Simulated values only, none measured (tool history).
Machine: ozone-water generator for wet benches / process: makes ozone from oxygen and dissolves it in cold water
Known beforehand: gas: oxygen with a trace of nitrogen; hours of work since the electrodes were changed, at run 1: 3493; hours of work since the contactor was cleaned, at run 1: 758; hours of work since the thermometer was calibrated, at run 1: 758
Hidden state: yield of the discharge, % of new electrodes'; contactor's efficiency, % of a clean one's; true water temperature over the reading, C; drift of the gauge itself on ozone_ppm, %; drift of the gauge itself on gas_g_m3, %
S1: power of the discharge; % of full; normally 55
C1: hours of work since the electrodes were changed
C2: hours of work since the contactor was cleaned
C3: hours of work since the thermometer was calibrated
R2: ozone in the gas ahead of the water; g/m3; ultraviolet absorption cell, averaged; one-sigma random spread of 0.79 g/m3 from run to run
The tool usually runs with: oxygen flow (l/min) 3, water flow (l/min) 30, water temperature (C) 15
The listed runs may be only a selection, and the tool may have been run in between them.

{"run": 1, "day": 0.0, "S1": 55, "oxygen flow (l/min)": 3, "water flow (l/min)": 30, "water temperature (C)": 15, "C1": 3493, "C2": 758, "C3": 758, "dissolved ozone (ppm)": 8.2, "R2": 124.2}
{"run": 2, "day": 4.917, "S1": 68, "oxygen flow (l/min)": 3, "water flow (l/min)": 30, "water temperature (C)": 15, "C1": 3604, "C2": 869, "C3": 869, "dissolved ozone (ppm)": 9.7, "R2": 145.4}
{"run": 3, "day": 8.212, "S1": 55, "oxygen flow (l/min)": 3, "water flow (l/min)": 30, "water temperature (C)": 15, "C1": 3679, "C2": 944, "C3": 944, "dissolved ozone (ppm)": 8.3, "R2": 123.1}
{"run": 4, "day": 12.217, "S1": 42, "oxygen flow (l/min)": 3, "water flow (l/min)": 30, "water temperature (C)": 15, "C1": 3770, "C2": 1035, "C3": 1035, "dissolved ozone (ppm)": 6.5, "R2": 99.2}
{"run": 5, "day": 15.258, "S1": 42, "oxygen flow (l/min)": 3, "water flow (l/min)": 30, "water temperature (C)": 15, "C1": 3839, "C2": 1104, "C3": 1104, "dissolved ozone (ppm)": 6.8, "R2": 100.2}
{"run": 6, "day": 17.271, "S1": 42, "oxygen flow (l/min)": 3, "water flow (l/min)": 30, "water temperature (C)": 15, "C1": 3884, "C2": 1149, "C3": 1149, "dissolved ozone (ppm)": 6.6, "R2": 99.5}
{"run": 7, "day": 22.192, "S1": 59, "oxygen flow (l/min)": 1.94, "water flow (l/min)": 30, "water temperature (C)": 10, "C1": 3995, "C2": 1260, "C3": 1260, "dissolved ozone (ppm)": 7.5, "R2": 159.3}
{"run": 8, "day": 24.942, "S1": 45, "oxygen flow (l/min)": 4.94, "water flow (l/min)": 30, "water temperature (C)": 15, "C1": 4058, "C2": 1323, "C3": 1323, "dissolved ozone (ppm)": 8.1, "R2": 82.4}

Run 9 is up next; what results do you expect?
{"run": 9, "day": 28.338, "S1": 81, "oxygen flow (l/min)": 3, "water flow (l/min)": 35, "water temperature (C)": 15, "C1": 4135, "C2": 1400, "C3": 1400, "dissolved ozone (ppm)": "?", "R2": "?"}

{"run 9": {"dissolved ozone (ppm)": 9.5, "R2": 166.9}}
Had the tool carried no hidden state, the very same run would have given dissolved ozone (ppm) 9.5, R2 167.1 g/m3.

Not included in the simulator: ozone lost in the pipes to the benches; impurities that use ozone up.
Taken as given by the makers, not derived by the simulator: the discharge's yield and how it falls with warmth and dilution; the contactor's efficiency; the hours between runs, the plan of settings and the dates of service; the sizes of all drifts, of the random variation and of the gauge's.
